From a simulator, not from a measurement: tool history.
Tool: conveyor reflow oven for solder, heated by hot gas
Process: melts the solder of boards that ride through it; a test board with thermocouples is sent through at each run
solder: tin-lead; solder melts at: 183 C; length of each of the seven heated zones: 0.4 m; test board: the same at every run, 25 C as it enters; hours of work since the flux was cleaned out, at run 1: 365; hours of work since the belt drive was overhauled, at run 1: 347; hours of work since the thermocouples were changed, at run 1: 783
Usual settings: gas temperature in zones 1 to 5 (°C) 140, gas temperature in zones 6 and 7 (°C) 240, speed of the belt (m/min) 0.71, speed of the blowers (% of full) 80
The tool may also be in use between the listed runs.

| run | hour | gas temperature in zones 1 to 5 (°C) | gas temperature in zones 6 and 7 (°C) | speed of the belt (m/min) | speed of the blowers (% of full) | hours of work since the flux was cleaned out | hours of work since the belt drive was overhauled | hours of work since the thermocouples were changed | highest temperature of the board (°C) | time above the solder's melting point (s) |
|---|---|---|---|---|---|---|---|---|---|---|
| 1 | 0 | 140 | 240 | 0.71 | 80 | 365 | 347 | 783 | 222.3 | 54.4 |
| 2 | 15.8 | 140 | 240 | 0.71 | 80 | 374 | 356 | 791 | 223.2 | 54.7 |
| 3 | 27.2 | 140 | 240 | 0.71 | 80 | 379 | 362 | 797 | 222.1 | 54.5 |
| 4 | 39.6 | 140 | 240 | 0.71 | 80 | 386 | 368 | 804 | 222 | 54.3 |
| 5 | 64.8 | 140 | 240 | 0.761 | 80 | 399 | 381 | 817 | 219.8 | 48.6 |
| 6 | 85.1 | 140 | 240 | 0.71 | 57 | 409 | 391 | 827 | 216.3 | 49.1 |
| 7 | 104.3 | 143 | 240 | 0.71 | 80 | 419 | 401 | 837 | 223.4 | 55.7 |
|  | 112.9 | flux residue cleaned out of gas plates and filters |
| 8 | 120.7 | 143 | 240 | 0.831 | 80 | 4 | 407 | 843 | 219.9 | 45.4 |
| 9 | 143.7 | 143 | 240 | 0.831 | 80 | 16 | 419 | 855 | 219.2 | 45.2 |
| 10 | 165.5 | 143 | 240 | 0.831 | 80 | 27 | 431 | 866 | 219.6 | 45.8 |
| 11 | 186.2 | 143 | 240 | 0.576 | 80 | 38 | 441 | 877 | 230.8 | 74 |
| 12 | 207 | 140 | 252 | 0.71 | 80 | 49 | 452 | 888 | 234.7 | 61.4 |
| 13 | 218.2 | 140 | 240 | 0.71 | 80 | 54 | 458 | 894 | 225 | 55.9 |
| 14 | 233.9 | 140 | 240 | 0.661 | 80 | 63 | 466 | 902 | 227.8 | 61.6 |
| 15 | 248.7 | 140 | 250 | 0.661 | 80 | 70 | 474 | 909 | 236.2 | 65.7 |
| 16 | 263.2 | 150 | 247 | 0.71 | 80 | 78 | 481 | 917 | 231.9 | 62.8 |
| 17 | 283.9 | 150 | 247 | 0.71 | 80 | 89 | 492 | 928 | 232.6 | 62.8 |
|  | 289.2 | belt drive overhauled, speed set with a stopwatch |
| 18 | 308.2 | 151 | 247 | 0.821 | 80 | 99 | 10 | 938 | 227.4 | 52.8 |
| 19 | 329.7 | 140 | 240 | 0.573 | 80 | 110 | 21 | 949 | 230.3 | 73.5 |
| 20 | 355.1 | 140 | 240 | 0.573 | 80 | 123 | 34 | 962 | 230.6 | 74.1 |
| 21 | 369.5 | 140 | 241 | 0.71 | 61 | 131 | 42 | 970 | 220.2 | 52.4 |
| 22 | 386.8 | 140 | 241 | 0.71 | 61 | 140 | 51 | 979 | 219.5 | 52.9 |
|  | 393 | belt drive overhauled, speed set with a stopwatch, once more |
| 23 | 407 | 140 | 241 | 0.71 | 61 | 148 | 7 | 987 | 221.2 | 52.6 |
| 24 | 425.8 | 140 | 240 | 0.71 | 80 | 158 | 17 | 997 | 224.2 | 55.5 |
| 25 | 451.8 | 140 | 250 | 0.71 | 82 | 171 | 30 | 1010 | 233.1 | 60.3 |
| 26 | 474.5 | 149 | 252 | 0.642 | 82 | 183 | 42 | 1022 | 241.1 | 72.2 |
| 27 | 489.3 | 149 | 252 | 0.642 | 82 | 191 | 50 | 1030 | 239.8 | 71.9 |
| 28 | 499.7 | 149 | 251 | 0.827 | 82 | 196 | 55 | 1035 | 230.5 | 52.7 |
| 29 | 512.2 | 149 | 251 | 0.827 | 82 | 203 | 62 | 1042 | 230.3 | 52.7 |
| 30 | 531.2 | 137 | 240 | 0.594 | 80 | 212 | 72 | 1052 | 228.8 | 68.6 |

Some steps in highest temperature of the board (°C) between neighbouring runs. How much of each would the tool show without its hidden state too (settings, what came in, random variation), and how much is left for the hidden state, with any gauge scatter that isn't in both results?
The hidden state here: heat that the gas passes to the board, % of a clean oven's; belt's true speed, % of the reading; true gas temperature in zones 6 and 7 over the reading, C; drift of the gauge itself on peak_c, C; drift of the gauge itself on liquid_s, %.
Run 7 -> 8: speed of the belt (m/min) 0.71 -> 0.831, flux residue cleaned out of gas plates and filters. highest temperature of the board (°C) -3.5: hidden state +2.3, all else -5.8.
Run 10 -> 11: speed of the belt (m/min) 0.831 -> 0.576. highest temperature of the board (°C) +11.2: hidden state +0.3, all else +10.9.
Run 12 -> 13: gas temperature in zones 6 and 7 (°C) 252 -> 240. highest temperature of the board (°C) -9.7: hidden state +0.1, all else -9.8.
Run 20 -> 21: gas temperature in zones 6 and 7 (°C) 240 -> 241, speed of the belt (m/min) 0.573 -> 0.71, speed of the blowers (% of full) 80 -> 61. highest temperature of the board (°C) -10.4: hidden state -0.3, all else -10.1.
Run 27 -> 28: gas temperature in zones 6 and 7 (°C) 252 -> 251, speed of the belt (m/min) 0.642 -> 0.827. highest temperature of the board (°C) -9.3: hidden state -0.6, all else -8.7.
Run 29 -> 30: gas temperature in zones 1 to 5 (°C) 149 -> 137, gas temperature in zones 6 and 7 (°C) 251 -> 240, speed of the belt (m/min) 0.827 -> 0.594, speed of the blowers (% of full) 82 -> 80. highest temperature of the board (°C) -1.5: hidden state +0.7, all else -2.2.
